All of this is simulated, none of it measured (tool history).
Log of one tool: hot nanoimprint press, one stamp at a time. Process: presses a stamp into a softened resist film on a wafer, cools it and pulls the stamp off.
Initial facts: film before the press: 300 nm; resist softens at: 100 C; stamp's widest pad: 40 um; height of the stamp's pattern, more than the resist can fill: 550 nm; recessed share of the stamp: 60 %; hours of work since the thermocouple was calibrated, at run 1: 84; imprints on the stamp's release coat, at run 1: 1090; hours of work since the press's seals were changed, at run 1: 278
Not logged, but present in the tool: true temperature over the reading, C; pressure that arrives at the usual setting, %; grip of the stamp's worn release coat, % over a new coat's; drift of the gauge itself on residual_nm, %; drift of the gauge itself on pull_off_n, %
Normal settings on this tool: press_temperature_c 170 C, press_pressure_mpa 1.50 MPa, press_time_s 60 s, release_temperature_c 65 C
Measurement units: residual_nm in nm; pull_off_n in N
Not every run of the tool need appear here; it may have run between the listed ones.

| run | hour | press_temperature_c | press_pressure_mpa | press_time_s | release_temperature_c | hours of work since the thermocouple was calibrated | imprints on the stamp's release coat | hours of work since the press's seals were changed | residual_nm | pull_off_n |
|---|---|---|---|---|---|---|---|---|---|---|
| 1 | 0.0 | 170 | 1.50 | 60 | 65 | 84 | 1090 | 278 | 137.1 | 298 |
|  | 47.0 | stamp cleaned and given a new release coat |
| 2 | 51.6 | 170 | 1.10 | 60 | 65 | 111 | 13 | 305 | 158.8 | 219 |
| 3 | 104.0 | 170 | 1.50 | 60 | 65 | 141 | 167 | 336 | 136.3 | 225 |
| 4 | 136.6 | 170 | 1.50 | 60 | 65 | 161 | 263 | 355 | 136.3 | 247 |
| 5 | 172.4 | 170 | 1.50 | 60 | 65 | 182 | 368 | 376 | 135.5 | 241 |
| 6 | 215.6 | 170 | 1.50 | 60 | 65 | 208 | 495 | 402 | 135.2 | 254 |
| 7 | 255.9 | 170 | 1.50 | 60 | 65 | 231 | 614 | 426 | 135.0 | 258 |
| 8 | 319.9 | 170 | 1.50 | 60 | 65 | 269 | 802 | 464 | 134.9 | 277 |
|  | 338.5 | plate thermocouple calibrated |
| 9 | 377.4 | 170 | 1.50 | 60 | 65 | 23 | 962 | 496 | 138.5 | 309 |
| 10 | 437.2 | 170 | 1.50 | 60 | 65 | 58 | 1138 | 531 | 138.1 | 311 |
|  | 470.2 | stamp cleaned and given a new release coat |
| 11 | 477.5 | 170 | 1.50 | 60 | 51 | 79 | 21 | 551 | 137.6 | 291 |
| 12 | 523.4 | 170 | 1.50 | 60 | 57 | 106 | 156 | 578 | 137.8 | 275 |
| 13 | 554.8 | 170 | 1.50 | 60 | 57 | 124 | 249 | 597 | 136.9 | 286 |
| 14 | 615.0 | 170 | 1.50 | 60 | 57 | 160 | 425 | 633 | 136.9 | 293 |
| 15 | 663.3 | 170 | 2.08 | 60 | 67 | 189 | 567 | 661 | 116.1 | 249 |
|  | 703.3 | press's hydraulic seals changed and the load cell set to zero |
| 16 | 708.1 | 170 | 2.08 | 60 | 67 | 210 | 675 | 3 | 112.8 | 268 |
| 17 | 768.2 | 166 | 1.50 | 53 | 65 | 246 | 852 | 38 | 161.4 | 283 |
| 18 | 813.0 | 165 | 1.06 | 98 | 68 | 272 | 984 | 65 | 160.3 | 266 |
|  | 829.3 | plate thermocouple calibrated |
| 19 | 866.3 | 169 | 1.06 | 98 | 68 | 22 | 1132 | 95 | 143.1 | 295 |
|  | 901.1 | stamp cleaned and given a new release coat |
| 20 | 929.8 | 170 | 1.50 | 79 | 59 | 56 | 85 | 129 | 124.1 | 261 |
| 21 | 990.5 | 170 | 1.50 | 79 | 59 | 92 | 263 | 164 | 123.5 | 272 |
| 22 | 1031.7 | 170 | 1.50 | 79 | 59 | 116 | 384 | 189 | 123.1 | 287 |
| 23 | 1065.6 | 158 | 1.50 | 60 | 65 | 136 | 484 | 209 | 206.6 | 262 |
| 24 | 1115.9 | 158 | 1.50 | 60 | 65 | 166 | 632 | 239 | 206.2 | 271 |
| 25 | 1180.7 | 158 | 1.50 | 60 | 65 | 204 | 822 | 277 | 205.8 | 283 |
| 26 | 1244.5 | 169 | 1.50 | 58 | 65 | 242 | 1009 | 315 | 141.3 | 297 |
| 27 | 1294.4 | 159 | 1.50 | 60 | 69 | 271 | 1156 | 344 | 197.7 | 272 |
|  | 1312.0 | plate thermocouple calibrated |
|  | 1321.3 | stamp cleaned and given a new release coat |
| 28 | 1351.7 | 159 | 1.50 | 60 | 69 | 20 | 89 | 373 | 203.6 | 213 |

Selected run-to-run steps in residual_nm, each split into two signed amounts: the part the tool would show with no hidden state at all (from settings, incoming material and random variation), and the remainder, which goes to the hidden state together with any gauge scatter not common to the measured and the hidden-state-free results:
Run 18 -> 19: press_temperature_c 165 -> 169, plate thermocouple calibrated. residual_nm -17.2 nm: hidden state +4.7, all else -21.9.
Run 22 -> 23: press_temperature_c 170 -> 158, press_time_s 79 -> 60, release_temperature_c 59 -> 65. residual_nm +83.5 nm: hidden state -1.1, all else +84.6.
Run 25 -> 26: press_temperature_c 158 -> 169, press_time_s 60 -> 58. residual_nm -64.5 nm: hidden state +0.3, all else -64.8.
Run 27 -> 28: plate thermocouple calibrated, stamp cleaned and given a new release coat. residual_nm +5.9 nm: hidden state +5.5, all else +0.4.
